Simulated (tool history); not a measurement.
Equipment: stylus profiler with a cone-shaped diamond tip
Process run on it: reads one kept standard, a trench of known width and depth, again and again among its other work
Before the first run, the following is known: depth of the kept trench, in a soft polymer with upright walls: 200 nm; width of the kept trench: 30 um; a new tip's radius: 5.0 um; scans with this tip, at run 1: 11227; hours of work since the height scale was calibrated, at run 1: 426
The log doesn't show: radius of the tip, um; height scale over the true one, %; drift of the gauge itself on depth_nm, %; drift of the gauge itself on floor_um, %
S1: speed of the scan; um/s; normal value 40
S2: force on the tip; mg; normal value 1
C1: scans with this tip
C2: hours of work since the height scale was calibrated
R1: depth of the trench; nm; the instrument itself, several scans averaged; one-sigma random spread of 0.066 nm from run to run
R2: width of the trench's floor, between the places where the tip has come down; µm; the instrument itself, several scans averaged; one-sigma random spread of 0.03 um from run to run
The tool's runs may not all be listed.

run,hour,S1,S2,C1,C2,R1,R2
1,0,40,1,11227,426,201.16,25.6
2,73.6,54,1,11482,474,201.31,25.54
3,154.3,54,1,11762,526,201.12,25.54
4,192.7,111,1,11895,551,201.19,25.06
5,248.9,111,1,12089,588,201.27,25.08
6,310.5,111,1,12303,628,201.25,25.02
7,394.9,40,1,12595,683,201.3,25.54
# hour 430: new tip fitted, height scale calibrated
8,435.2,40,1,18,3,201.13,26.92
9,478.2,40,1,167,31,201.01,26.89
10,544.5,40,1,396,75,201.15,26.82
11,614.2,96,0.39,638,120,200.62,26.07
12,654,122,0.65,776,146,200.95,26.12
13,707.5,35,1.58,961,181,201.57,26.88
14,752.7,15,1,1118,210,201.15,26.94

Forecast run 15:
15,796.1,10,1.19,1268,239,?,?

Run 15 came out at R1 201.17 nm, R2 26.94 µm.
With no hidden state in the tool, this same run would have given R1 201.06 nm, R2 27.13 µm.
